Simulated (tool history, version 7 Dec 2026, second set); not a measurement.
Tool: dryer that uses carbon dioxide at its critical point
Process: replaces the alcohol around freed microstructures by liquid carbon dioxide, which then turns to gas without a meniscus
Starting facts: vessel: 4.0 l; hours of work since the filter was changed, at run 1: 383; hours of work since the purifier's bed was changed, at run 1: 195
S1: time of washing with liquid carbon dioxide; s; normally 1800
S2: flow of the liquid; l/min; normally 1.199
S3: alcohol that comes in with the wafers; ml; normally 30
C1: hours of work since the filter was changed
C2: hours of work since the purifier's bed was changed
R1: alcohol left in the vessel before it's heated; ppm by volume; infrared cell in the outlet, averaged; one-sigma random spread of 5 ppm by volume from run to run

| run | day | S1 | S2 | S3 | C1 | C2 | R1 |
|---|---|---|---|---|---|---|---|
| 1 | 0 | 1800 | 1.199 | 30 | 383 | 195 | 44 |
| 2 | 0.542 | 1800 | 1.199 | 30 | 387 | 199 | 38 |
| 3 | 1.05 | 1800 | 1.199 | 30 | 391 | 203 | 54 |
| 4 | 1.508 | 1800 | 1.199 | 30 | 395 | 207 | 41 |
| 5 | 2.192 | 1800 | 1.199 | 84 | 400 | 213 | 63 |
| 6 | 3.175 | 1800 | 1.199 | 30 | 408 | 221 | 44 |
| 7 | 3.908 | 2640 | 1.199 | 30 | 414 | 227 | 37 |
| 8 | 4.867 | 2640 | 1.199 | 30 | 422 | 235 | 32 |
| 9 | 5.488 | 1500 | 1.199 | 30 | 427 | 240 | 74 |
| 10 | 6.567 | 1500 | 1.199 | 30 | 436 | 248 | 61 |
| 11 | 7.358 | 1800 | 1.199 | 30 | 443 | 255 | 52 |
| 12 | 7.875 | 1800 | 1.199 | 30 | 447 | 259 | 51 |
| 13 | 8.583 | 1920 | 1.36 | 35 | 453 | 265 | 45 |
| 14 | 9.583 | 1920 | 1.36 | 35 | 461 | 273 | 46 |
| 15 | 10.329 | 1920 | 1.93 | 93 | 467 | 279 | 46 |
| 16 | 10.908 | 2340 | 1.51 | 75 | 472 | 284 | 42 |
| 17 | 11.7 | 2340 | 1.51 | 75 | 478 | 290 | 57 |
| 18 | 12.396 | 2880 | 0.97 | 20 | 484 | 296 | 47 |
| 19 | 12.929 | 2880 | 0.97 | 20 | 488 | 300 | 37 |
| 20 | 13.821 | 1500 | 1.199 | 30 | 495 | 308 | 72 |
| 21 | 14.871 | 1920 | 1.68 | 80 | 504 | 316 | 48 |
| 22 | 15.462 | 1920 | 1.68 | 80 | 509 | 321 | 47 |
| 23 | 15.933 | 1380 | 0.99 | 30 | 513 | 325 | 187 |
| 24 | 16.683 | 2460 | 0.99 | 30 | 519 | 331 | 52 |

Below, each run's measurement less what the same run would have read without the hidden state. Both values contain the same run-to-run variation, but the gauge's scatter may not be the same in both:
Unlogged tool condition in this case: flow that reaches the vessel past the clogged filter, %; alcohol in the recycled carbon dioxide, ppm; drift of the gauge itself on alcohol_ppm, %.
| run | R1 |
|---|---|
| 1 | +30 |
| 2 | +31 |
| 3 | +32 |
| 4 | +31 |
| 5 | +41 |
| 6 | +34 |
| 7 | +31 |
| 8 | +30 |
| 9 | +45 |
| 10 | +45 |
| 11 | +38 |
| 12 | +39 |
| 13 | +37 |
| 14 | +37 |
| 15 | +36 |
| 16 | +37 |
| 17 | +39 |
| 18 | +40 |
| 19 | +37 |
| 20 | +55 |
| 21 | +41 |
| 22 | +44 |
| 23 | +90 |
| 24 | +46 |
